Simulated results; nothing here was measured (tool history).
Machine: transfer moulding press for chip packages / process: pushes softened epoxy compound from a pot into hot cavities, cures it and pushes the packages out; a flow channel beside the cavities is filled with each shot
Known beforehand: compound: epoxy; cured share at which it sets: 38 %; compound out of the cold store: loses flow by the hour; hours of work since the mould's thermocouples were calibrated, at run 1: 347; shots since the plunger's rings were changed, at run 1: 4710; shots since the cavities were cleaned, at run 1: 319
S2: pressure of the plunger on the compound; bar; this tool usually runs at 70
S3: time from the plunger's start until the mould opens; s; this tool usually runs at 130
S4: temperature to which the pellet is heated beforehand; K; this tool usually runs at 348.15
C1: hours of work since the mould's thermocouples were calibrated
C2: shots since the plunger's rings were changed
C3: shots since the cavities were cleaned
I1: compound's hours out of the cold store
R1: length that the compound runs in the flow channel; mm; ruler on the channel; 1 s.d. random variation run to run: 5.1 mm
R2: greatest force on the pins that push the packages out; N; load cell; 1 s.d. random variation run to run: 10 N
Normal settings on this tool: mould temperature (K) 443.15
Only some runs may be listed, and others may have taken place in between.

Run 1, hour 0: usual settings; C1 347; C2 4710; C3 319; I1 25. Result: R1 922 mm, R2 625 N.
Run 2, hour 11.7: usual settings; C1 357; C2 4847; C3 456; I1 25.1. Result: R1 915 mm, R2 633 N.
Run 3, hour 18: usual settings but S3 167 s; C1 362; C2 4921; C3 530; I1 43.5. Result: R1 864 mm, R2 562 N.
At hour 20.4: cavities cleaned with cleaning compound and waxed.
Run 4, hour 26.8: usual settings but S3 167 s; C1 367; C2 5006; C3 75; I1 14.8. Result: R1 947 mm, R2 465 N.
Run 5, hour 35.6: usual settings but S4 349.15 K; C1 375; C2 5110; C3 179; I1 44.5. Result: R1 857 mm, R2 542 N.
Run 6, hour 44.1: usual settings but S2 72.6 bar; C1 381; C2 5208; C3 277; I1 18.5. Result: R1 958 mm, R2 607 N.
Run 7, hour 54.6: usual settings; C1 390; C2 5331; C3 400; I1 15.2. Result: R1 937 mm, R2 615 N.
Run 8, hour 60.7: usual settings; C1 394; C2 5403; C3 472; I1 46.2. Result: R1 863 mm, R2 629 N.
At hour 67.6: cavities cleaned with cleaning compound and waxed.
Run 9, hour 72: usual settings but mould temperature (K) 441.15; C1 402; C2 5517; C3 51; I1 44.9. Result: R1 872 mm, R2 507 N.
Run 10, hour 82.2: usual settings but mould temperature (K) 441.15; C1 410; C2 5636; C3 170; I1 15.9. Result: R1 952 mm, R2 591 N.
Run 11, hour 95.7: usual settings but mould temperature (K) 441.15; C1 421; C2 5795; C3 329; I1 46.9. Result: R1 865 mm, R2 658 N.
Run 12, hour 108.8: usual settings but mould temperature (K) 441.15; C1 431; C2 5947; C3 481; I1 30.6. Result: R1 903 mm, R2 697 N.
At hour 115.3: cavities cleaned with cleaning compound and waxed.
Run 13, hour 117.2: usual settings but mould temperature (K) 448.15; C1 437; C2 6028; C3 22; I1 29.3. Result: R1 890 mm, R2 443 N.
At hour 125.3: plunger's sealing rings changed.
Run 14, hour 128.9: usual settings but S4 355.15 K; C1 444; C2 42; C3 129; I1 31.8. Result: R1 931 mm, R2 525 N.
Run 15, hour 139.9: usual settings but mould temperature (K) 447.15, S4 347.15 K; C1 453; C2 172; C3 259; I1 46.5. Result: R1 873 mm, R2 526 N.
Run 16, hour 149.1: usual settings but mould temperature (K) 447.15, S4 347.15 K; C1 460; C2 279; C3 366; I1 34.2. Result: R1 911 mm, R2 558 N.
Run 17, hour 154.7: usual settings but mould temperature (K) 447.15, S4 347.15 K; C1 465; C2 345; C3 432; I1 22.1. Result: R1 940 mm, R2 596 N.
At hour 165.3: cavities cleaned with cleaning compound and waxed.
Run 18, hour 165.9: usual settings but mould temperature (K) 450.15, S3 152 s, S4 351.15 K; C1 472; C2 457; C3 6; I1 41.5. Result: R1 882 mm, R2 389 N.
Run 19, hour 173.8: usual settings but mould temperature (K) 450.15, S3 152 s, S4 351.15 K; C1 479; C2 550; C3 99; I1 36.1. Result: R1 890 mm, R2 477 N.
Run 20, hour 183.3: usual settings but mould temperature (K) 441.15, S2 82.1 bar; C1 486; C2 661; C3 210; I1 31.1. Result: R1 1012 mm, R2 601 N.
Run 21, hour 196.3: usual settings but mould temperature (K) 441.15, S2 82.1 bar; C1 497; C2 812; C3 361; I1 13.1. Result: R1 1077 mm, R2 709 N.
Run 22, hour 205.6: usual settings but mould temperature (K) 441.15, S2 81.8 bar; C1 504; C2 921; C3 470; I1 9.7. Result: R1 1090 mm, R2 718 N.
At hour 213.2: cavities cleaned with cleaning compound and waxed.
Run 23, hour 213.4: usual settings but mould temperature (K) 441.15, S2 71 bar, S3 168 s, S4 357.15 K; C1 509; C2 995; C3 2; I1 32.7. Result: R1 937 mm, R2 420 N.
Run 24, hour 221.9: usual settings but mould temperature (K) 449.15, S2 59.6 bar; C1 516; C2 1095; C3 102; I1 27.6. Result: R1 833 mm, R2 466 N.
Run 25, hour 229: usual settings but mould temperature (K) 449.15, S2 83 bar; C1 521; C2 1177; C3 184; I1 26.7. Result: R1 1005 mm, R2 476 N.
Run 26, hour 237.1: usual settings but S2 58.1 bar, S4 342.15 K; C1 528; C2 1272; C3 279; I1 24.2. Result: R1 867 mm, R2 569 N.
Run 27, hour 247.3: usual settings but S2 58.1 bar, S4 342.15 K; C1 536; C2 1392; C3 399; I1 36.1. Result: R1 834 mm, R2 615 N.

Predict each of these 3 candidate next runs independently; none follows another, all start after run 27:
Run A, hour 257.1: usual settings but mould temperature (K) 449.15, S3 140 s, S4 358.15 K; C1 544; C2 1507; C3 514; I1 18.4. Result: R1 ?, R2 ?.
Run B, hour 257.1: usual settings but S2 59.9 bar, S4 342.15 K; C1 544; C2 1507; C3 514; I1 42.3. Result: R1 ?, R2 ?.
Run C, hour 257.1: usual settings but S4 341.15 K; C1 544; C2 1507; C3 514; I1 22. Result: R1 ?, R2 ?.

run   R1   R2
  A  946  568
  B  831  663
  C  964  665
The same runs, with their run-to-run variation unchanged, on a tool lacking any hidden condition would have given:
run   R1   R2
  A  953  404
  B  836  463
  C  970  459
